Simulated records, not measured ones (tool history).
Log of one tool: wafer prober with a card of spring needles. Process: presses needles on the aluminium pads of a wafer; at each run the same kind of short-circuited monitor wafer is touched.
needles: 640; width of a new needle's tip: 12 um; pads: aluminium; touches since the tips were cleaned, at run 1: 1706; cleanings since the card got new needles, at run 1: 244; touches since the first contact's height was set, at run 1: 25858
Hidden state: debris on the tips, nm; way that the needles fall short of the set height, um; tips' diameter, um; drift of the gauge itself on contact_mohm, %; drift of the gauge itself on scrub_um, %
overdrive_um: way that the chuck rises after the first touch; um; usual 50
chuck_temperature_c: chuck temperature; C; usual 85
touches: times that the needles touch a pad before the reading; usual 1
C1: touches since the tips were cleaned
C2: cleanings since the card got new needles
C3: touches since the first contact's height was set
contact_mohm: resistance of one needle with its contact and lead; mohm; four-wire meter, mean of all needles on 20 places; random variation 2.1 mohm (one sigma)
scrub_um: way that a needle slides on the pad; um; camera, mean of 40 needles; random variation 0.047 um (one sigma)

{"run": 1, "hour": 0.0, "overdrive_um": 50, "chuck_temperature_c": 85, "touches": 1, "C1": 1706, "C2": 244, "C3": 25858, "contact_mohm": 227, "scrub_um": 12.43}
{"hour": 3.4, "done": "tips cleaned on abrasive film"}
{"hour": 10.1, "done": "tips cleaned on abrasive film"}
{"hour": 16.9, "done": "tips cleaned on abrasive film"}
{"hour": 25.3, "done": "tips cleaned on abrasive film"}
{"hour": 33.7, "done": "tips cleaned on abrasive film"}
{"hour": 42.1, "done": "tips cleaned on abrasive film"}
{"hour": 50.5, "done": "tips cleaned on abrasive film"}
{"hour": 58.9, "done": "tips cleaned on abrasive film"}
{"hour": 65.7, "done": "tips cleaned on abrasive film"}
{"run": 2, "hour": 71.7, "overdrive_um": 50, "chuck_temperature_c": 85, "touches": 1, "C1": 3040, "C2": 253, "C3": 61369, "contact_mohm": 228, "scrub_um": 12.37}
{"hour": 73.5, "done": "tips cleaned on abrasive film"}
{"hour": 80.2, "done": "tips cleaned on abrasive film"}
{"hour": 88.6, "done": "tips cleaned on abrasive film"}
{"hour": 97.0, "done": "tips cleaned on abrasive film"}
{"hour": 105.4, "done": "tips cleaned on abrasive film"}
{"hour": 113.8, "done": "tips cleaned on abrasive film"}
{"hour": 122.2, "done": "tips cleaned on abrasive film"}
{"hour": 129.0, "done": "tips cleaned on abrasive film"}
{"hour": 135.9, "done": "height of the first contact set anew"}
{"run": 3, "hour": 135.9, "overdrive_um": 50, "chuck_temperature_c": 85, "touches": 1, "C1": 3326, "C2": 261, "C3": 0, "contact_mohm": 234, "scrub_um": 12.32}
{"hour": 137.7, "done": "tips cleaned on abrasive film"}
{"hour": 144.4, "done": "tips cleaned on abrasive film"}
{"hour": 152.8, "done": "tips cleaned on abrasive film"}
{"hour": 161.2, "done": "tips cleaned on abrasive film"}
{"hour": 169.6, "done": "tips cleaned on abrasive film"}
{"hour": 178.1, "done": "tips cleaned on abrasive film"}
{"hour": 186.5, "done": "tips cleaned on abrasive film"}
{"hour": 193.2, "done": "tips cleaned on abrasive film"}
{"hour": 201.6, "done": "tips cleaned on abrasive film"}
{"run": 4, "hour": 208.1, "overdrive_um": 50, "chuck_temperature_c": 85, "touches": 1, "C1": 3266, "C2": 270, "C3": 35747, "contact_mohm": 230, "scrub_um": 12.26}
{"hour": 209.9, "done": "tips cleaned on abrasive film"}
{"hour": 216.6, "done": "tips cleaned on abrasive film"}
{"hour": 225.0, "done": "tips cleaned on abrasive film"}
{"hour": 233.4, "done": "tips cleaned on abrasive film"}
{"hour": 240.2, "done": "tips cleaned on abrasive film"}
{"run": 5, "hour": 244.7, "overdrive_um": 50, "chuck_temperature_c": 85, "touches": 1, "C1": 2275, "C2": 275, "C3": 53846, "contact_mohm": 231, "scrub_um": 12.31}
{"hour": 248.1, "done": "tips cleaned on abrasive film"}
{"hour": 256.5, "done": "tips cleaned on abrasive film"}
{"hour": 264.9, "done": "tips cleaned on abrasive film"}
{"hour": 273.3, "done": "tips cleaned on abrasive film"}
{"hour": 281.8, "done": "tips cleaned on abrasive film"}
{"run": 6, "hour": 282.6, "overdrive_um": 50, "chuck_temperature_c": 85, "touches": 1, "C1": 436, "C2": 280, "C3": 72605, "contact_mohm": 230, "scrub_um": 12.26}
{"hour": 289.4, "done": "tips cleaned on abrasive film"}
{"hour": 297.8, "done": "tips cleaned on abrasive film"}
{"hour": 306.2, "done": "tips cleaned on abrasive film"}
{"hour": 314.6, "done": "tips cleaned on abrasive film"}
{"hour": 323.0, "done": "tips cleaned on abrasive film"}
{"hour": 323.3, "done": "height of the first contact set anew"}
{"hour": 331.7, "done": "tips cleaned on abrasive film"}
{"hour": 338.4, "done": "tips cleaned on abrasive film"}
{"hour": 345.2, "done": "tips cleaned on abrasive film"}
{"hour": 353.6, "done": "tips cleaned on abrasive film"}
{"run": 7, "hour": 355.2, "overdrive_um": 50, "chuck_temperature_c": 85, "touches": 1, "C1": 835, "C2": 289, "C3": 15825, "contact_mohm": 229, "scrub_um": 12.34}
{"hour": 361.4, "done": "tips cleaned on abrasive film"}
{"hour": 368.2, "done": "tips cleaned on abrasive film"}
{"hour": 376.6, "done": "tips cleaned on abrasive film"}
{"hour": 385.0, "done": "tips cleaned on abrasive film"}
{"hour": 393.4, "done": "tips cleaned on abrasive film"}
{"hour": 401.8, "done": "tips cleaned on abrasive film"}
{"hour": 410.2, "done": "tips cleaned on abrasive film"}
{"run": 8, "hour": 410.6, "overdrive_um": 50, "chuck_temperature_c": 85, "touches": 1, "C1": 230, "C2": 296, "C3": 43251, "contact_mohm": 229, "scrub_um": 12.25}
{"hour": 417.4, "done": "tips cleaned on abrasive film"}
{"hour": 425.8, "done": "tips cleaned on abrasive film"}
{"hour": 432.5, "done": "tips cleaned on abrasive film"}
{"hour": 439.3, "done": "tips cleaned on abrasive film"}
{"hour": 447.7, "done": "tips cleaned on abrasive film"}
{"hour": 454.4, "done": "tips cleaned on abrasive film"}
{"hour": 462.8, "done": "tips cleaned on abrasive film"}
{"hour": 471.2, "done": "tips cleaned on abrasive film"}
{"hour": 479.6, "done": "tips cleaned on abrasive film"}
{"run": 9, "hour": 482.4, "overdrive_um": 44, "chuck_temperature_c": 85, "touches": 1, "C1": 1381, "C2": 305, "C3": 78781, "contact_mohm": 232, "scrub_um": 10.74}
{"hour": 487.5, "done": "tips cleaned on abrasive film"}
{"hour": 494.2, "done": "tips cleaned on abrasive film"}
{"hour": 502.6, "done": "tips cleaned on abrasive film"}
{"hour": 511.0, "done": "tips cleaned on abrasive film"}
{"hour": 511.3, "done": "height of the first contact set anew"}
{"hour": 518.1, "done": "tips cleaned on abrasive film"}
{"hour": 526.5, "done": "tips cleaned on abrasive film"}
{"hour": 534.9, "done": "tips cleaned on abrasive film"}
{"hour": 543.3, "done": "tips cleaned on abrasive film"}
{"run": 10, "hour": 547.9, "overdrive_um": 44, "chuck_temperature_c": 85, "touches": 1, "C1": 2293, "C2": 313, "C3": 18118, "contact_mohm": 234, "scrub_um": 10.69}
{"hour": 551.3, "done": "tips cleaned on abrasive film"}
{"hour": 558.0, "done": "tips cleaned on abrasive film"}
{"hour": 566.4, "done": "tips cleaned on abrasive film"}
{"hour": 574.8, "done": "tips cleaned on abrasive film"}
{"hour": 583.3, "done": "tips cleaned on abrasive film"}
{"hour": 591.7, "done": "tips cleaned on abrasive film"}
{"hour": 598.4, "done": "tips cleaned on abrasive film"}
{"hour": 606.8, "done": "tips cleaned on abrasive film"}
{"run": 11, "hour": 610.6, "overdrive_um": 50, "chuck_temperature_c": 107, "touches": 1, "C1": 1893, "C2": 321, "C3": 49160, "contact_mohm": 237, "scrub_um": 12.2}
{"hour": 614.0, "done": "tips cleaned on abrasive film"}
{"hour": 622.4, "done": "tips cleaned on abrasive film"}
{"hour": 630.8, "done": "tips cleaned on abrasive film"}
{"hour": 639.2, "done": "tips cleaned on abrasive film"}
{"hour": 646.0, "done": "tips cleaned on abrasive film"}
{"run": 12, "hour": 650.5, "overdrive_um": 50, "chuck_temperature_c": 107, "touches": 1, "C1": 2290, "C2": 326, "C3": 68940, "contact_mohm": 237, "scrub_um": 12.13}
{"hour": 653.9, "done": "tips cleaned on abrasive film"}
{"hour": 660.7, "done": "tips cleaned on abrasive film"}
{"hour": 669.1, "done": "tips cleaned on abrasive film"}
{"hour": 677.5, "done": "tips cleaned on abrasive film"}
{"hour": 684.2, "done": "tips cleaned on abrasive film"}
{"hour": 692.7, "done": "tips cleaned on abrasive film"}
{"hour": 697.9, "done": "height of the first contact set anew"}
{"hour": 701.4, "done": "tips cleaned on abrasive film"}
{"hour": 709.8, "done": "tips cleaned on abrasive film"}
{"run": 13, "hour": 716.3, "overdrive_um": 57, "chuck_temperature_c": 90, "touches": 1, "C1": 3260, "C2": 334, "C3": 9090, "contact_mohm": 233, "scrub_um": 13.86}
{"hour": 718.0, "done": "tips cleaned on abrasive film"}
{"hour": 724.8, "done": "tips cleaned on abrasive film"}
{"hour": 733.2, "done": "tips cleaned on abrasive film"}
{"hour": 741.6, "done": "tips cleaned on abrasive film"}
{"hour": 750.0, "done": "tips cleaned on abrasive film"}
{"hour": 762.0, "done": "card fitted with new needles"}
{"hour": 768.7, "done": "tips cleaned on abrasive film"}
{"run": 14, "hour": 768.7, "overdrive_um": 57, "chuck_temperature_c": 90, "touches": 1, "C1": 1, "C2": 1, "C3": 3333, "contact_mohm": 231, "scrub_um": 13.93}
{"hour": 777.1, "done": "tips cleaned on abrasive film"}
{"hour": 783.8, "done": "tips cleaned on abrasive film"}
{"hour": 792.1, "done": "gauge calibrated"}
{"hour": 792.2, "done": "tips cleaned on abrasive film"}
{"hour": 799.0, "done": "tips cleaned on abrasive film"}
{"hour": 807.4, "done": "tips cleaned on abrasive film"}
{"hour": 815.8, "done": "tips cleaned on abrasive film"}
{"run": 15, "hour": 822.4, "overdrive_um": 57, "chuck_temperature_c": 56, "touches": 2, "C1": 3302, "C2": 7, "C3": 29934, "contact_mohm": 221, "scrub_um": 14.06}
{"hour": 824.1, "done": "tips cleaned on abrasive film"}
{"hour": 830.9, "done": "tips cleaned on abrasive film"}
{"hour": 839.3, "done": "tips cleaned on abrasive film"}
{"hour": 846.0, "done": "tips cleaned on abrasive film"}
{"hour": 854.4, "done": "tips cleaned on abrasive film"}
{"hour": 862.8, "done": "tips cleaned on abrasive film"}
{"hour": 871.2, "done": "tips cleaned on abrasive film"}
{"hour": 878.0, "done": "tips cleaned on abrasive film"}
{"hour": 886.4, "done": "tips cleaned on abrasive film"}
{"run": 16, "hour": 886.9, "overdrive_um": 46, "chuck_temperature_c": 56, "touches": 1, "C1": 239, "C2": 16, "C3": 61822, "contact_mohm": 224, "scrub_um": 11.29}
{"hour": 893.6, "done": "tips cleaned on abrasive film"}
{"hour": 900.4, "done": "tips cleaned on abrasive film"}
{"hour": 908.8, "done": "tips cleaned on abrasive film"}
{"hour": 917.2, "done": "tips cleaned on abrasive film"}
{"hour": 925.6, "done": "tips cleaned on abrasive film"}
{"hour": 934.0, "done": "tips cleaned on abrasive film"}
{"hour": 942.4, "done": "tips cleaned on abrasive film"}
{"hour": 949.3, "done": "height of the first contact set anew"}
{"hour": 949.9, "done": "tips cleaned on abrasive film"}
{"run": 17, "hour": 949.9, "overdrive_um": 46, "chuck_temperature_c": 107, "touches": 3, "C1": 0, "C2": 24, "C3": 252, "contact_mohm": 235, "scrub_um": 11.3}
{"hour": 958.3, "done": "tips cleaned on abrasive film"}
{"hour": 965.1, "done": "tips cleaned on abrasive film"}
{"hour": 973.5, "done": "tips cleaned on abrasive film"}
{"hour": 981.9, "done": "tips cleaned on abrasive film"}
{"hour": 990.3, "done": "tips cleaned on abrasive film"}
{"hour": 998.7, "done": "tips cleaned on abrasive film"}
{"hour": 1005.4, "done": "tips cleaned on abrasive film"}
{"hour": 1013.8, "done": "tips cleaned on abrasive film"}
{"run": 18, "hour": 1017.8, "overdrive_um": 46, "chuck_temperature_c": 107, "touches": 3, "C1": 1995, "C2": 32, "C3": 33893, "contact_mohm": 239, "scrub_um": 11.29}
{"hour": 1021.2, "done": "tips cleaned on abrasive film"}
{"hour": 1028.0, "done": "tips cleaned on abrasive film"}
{"hour": 1034.7, "done": "tips cleaned on abrasive film"}
{"hour": 1043.1, "done": "tips cleaned on abrasive film"}
{"hour": 1049.9, "done": "tips cleaned on abrasive film"}
{"run": 19, "hour": 1054.4, "overdrive_um": 46, "chuck_temperature_c": 107, "touches": 3, "C1": 2268, "C2": 37, "C3": 51985, "contact_mohm": 238, "scrub_um": 11.31}
{"hour": 1057.8, "done": "tips cleaned on abrasive film"}
{"hour": 1064.6, "done": "tips cleaned on abrasive film"}
{"hour": 1073.0, "done": "tips cleaned on abrasive film"}
{"hour": 1079.7, "done": "tips cleaned on abrasive film"}
{"hour": 1088.1, "done": "tips cleaned on abrasive film"}
{"hour": 1094.9, "done": "tips cleaned on abrasive film"}
{"hour": 1103.3, "done": "tips cleaned on abrasive film"}
{"run": 20, "hour": 1109.3, "overdrive_um": 46, "chuck_temperature_c": 107, "touches": 3, "C1": 3002, "C2": 44, "C3": 79140, "contact_mohm": 237, "scrub_um": 11.28}
{"hour": 1111.0, "done": "tips cleaned on abrasive film"}
{"hour": 1119.4, "done": "tips cleaned on abrasive film"}
{"hour": 1126.2, "done": "tips cleaned on abrasive film"}
{"hour": 1134.6, "done": "tips cleaned on abrasive film"}
{"hour": 1136.5, "done": "height of the first contact set anew"}
{"run": 21, "hour": 1140.0, "overdrive_um": 64, "chuck_temperature_c": 31, "touches": 1, "C1": 2548, "C2": 48, "C3": 1715, "contact_mohm": 211, "scrub_um": 15.72}

3 ways to go on from here, each from the tool as it stands after run 21. What would each give?
{"hour": 1141.7, "done": "tips cleaned on abrasive film"}
{"hour": 1150.1, "done": "tips cleaned on abrasive film"}
{"hour": 1156.9, "done": "tips cleaned on abrasive film"}
{"hour": 1165.3, "done": "tips cleaned on abrasive film"}
{"hour": 1173.7, "done": "tips cleaned on abrasive film"}
{"hour": 1180.4, "done": "tips cleaned on abrasive film"}
{"hour": 1188.8, "done": "tips cleaned on abrasive film"}
{"hour": 1197.2, "done": "tips cleaned on abrasive film"}
{"hour": 1205.6, "done": "tips cleaned on abrasive film"}
{"run": "A", "hour": 1207.7, "overdrive_um": 53, "chuck_temperature_c": 109, "touches": 3, "C1": 1040, "C2": 57, "C3": 35237, "contact_mohm": "?", "scrub_um": "?"}
{"hour": 1141.7, "done": "tips cleaned on abrasive film"}
{"hour": 1150.1, "done": "tips cleaned on abrasive film"}
{"hour": 1156.9, "done": "tips cleaned on abrasive film"}
{"hour": 1165.3, "done": "tips cleaned on abrasive film"}
{"hour": 1173.7, "done": "tips cleaned on abrasive film"}
{"hour": 1180.4, "done": "tips cleaned on abrasive film"}
{"hour": 1188.8, "done": "tips cleaned on abrasive film"}
{"hour": 1197.2, "done": "tips cleaned on abrasive film"}
{"hour": 1205.6, "done": "tips cleaned on abrasive film"}
{"run": "B", "hour": 1207.7, "overdrive_um": 48, "chuck_temperature_c": 26, "touches": 1, "C1": 1040, "C2": 57, "C3": 35237, "contact_mohm": "?", "scrub_um": "?"}
{"hour": 1141.7, "done": "tips cleaned on abrasive film"}
{"hour": 1150.1, "done": "tips cleaned on abrasive film"}
{"hour": 1156.9, "done": "tips cleaned on abrasive film"}
{"hour": 1165.3, "done": "tips cleaned on abrasive film"}
{"hour": 1173.7, "done": "tips cleaned on abrasive film"}
{"hour": 1180.4, "done": "tips cleaned on abrasive film"}
{"hour": 1188.8, "done": "tips cleaned on abrasive film"}
{"hour": 1197.2, "done": "tips cleaned on abrasive film"}
{"hour": 1205.6, "done": "tips cleaned on abrasive film"}
{"run": "C", "hour": 1207.7, "overdrive_um": 32, "chuck_temperature_c": 39, "touches": 2, "C1": 1040, "C2": 57, "C3": 35237, "contact_mohm": "?", "scrub_um": "?"}

run=A contact_mohm=234 scrub_um=12.93
run=B contact_mohm=217 scrub_um=11.76
run=C contact_mohm=225 scrub_um=7.73
Without the tool's hidden state the same runs would have given:
run=A contact_mohm=234 scrub_um=13.07
run=B contact_mohm=217 scrub_um=11.89
run=C contact_mohm=225 scrub_um=7.82
